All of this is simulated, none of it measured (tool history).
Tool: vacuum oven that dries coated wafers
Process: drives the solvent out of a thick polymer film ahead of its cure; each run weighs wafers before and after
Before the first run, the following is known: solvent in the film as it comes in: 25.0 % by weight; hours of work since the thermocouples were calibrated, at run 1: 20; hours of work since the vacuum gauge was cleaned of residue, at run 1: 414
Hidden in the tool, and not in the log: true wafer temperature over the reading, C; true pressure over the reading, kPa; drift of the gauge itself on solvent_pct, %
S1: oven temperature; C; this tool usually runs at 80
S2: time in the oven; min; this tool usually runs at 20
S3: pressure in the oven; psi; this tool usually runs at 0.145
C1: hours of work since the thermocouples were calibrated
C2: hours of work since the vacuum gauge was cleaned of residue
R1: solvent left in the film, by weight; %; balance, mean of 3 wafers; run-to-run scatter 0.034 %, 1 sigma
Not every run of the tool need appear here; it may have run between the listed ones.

Run 1, hour 0.0: usual settings; C1 20; C2 414. Result: R1 2.07 %.
Run 2, hour 20.3: usual settings but S1 69 C; C1 31; C2 425. Result: R1 6.83 %.
Run 3, hour 41.7: usual settings but S2 12 min; C1 43; C2 437. Result: R1 4.95 %.
Run 4, hour 61.1: usual settings but S2 12 min; C1 54; C2 448. Result: R1 4.96 %.
Run 5, hour 73.0: usual settings but S2 12 min; C1 61; C2 455. Result: R1 4.89 %.
At hour 76.2: oven's thermocouples calibrated.
Run 6, hour 94.8: usual settings but S2 12 min; C1 11; C2 466. Result: R1 5.03 %.
Run 7, hour 115.1: usual settings but S2 12 min; C1 22; C2 478. Result: R1 4.98 %.
At hour 134.1: oven's thermocouples calibrated, once more.
Run 8, hour 134.1: usual settings but S1 76 C, S2 18 min, S3 0.381 psi; C1 0; C2 487. Result: R1 4.66 %.
Run 9, hour 154.3: usual settings but S1 75 C, S2 23 min, S3 0.104 psi; C1 11; C2 499. Result: R1 3.18 %.
Run 10, hour 166.4: usual settings but S1 78 C, S2 12 min, S3 0.226 psi; C1 18; C2 506. Result: R1 6.12 %.
Run 11, hour 179.4: usual settings but S1 78 C, S2 11 min; C1 26; C2 513. Result: R1 6.69 %.

Table of differences, measured result less the result of that run with no hidden state. Run-to-run variation is the same in both. Gauge scatter possibly is not:
run     R1
  1  +0.03
  2  +0.03
  3  +0.01
  4  +0.02
  5  +0.02
  6  +0.01
  7  +0.03
  8  +0.18
  9  +0.17
 10  +0.19
 11  +0.19

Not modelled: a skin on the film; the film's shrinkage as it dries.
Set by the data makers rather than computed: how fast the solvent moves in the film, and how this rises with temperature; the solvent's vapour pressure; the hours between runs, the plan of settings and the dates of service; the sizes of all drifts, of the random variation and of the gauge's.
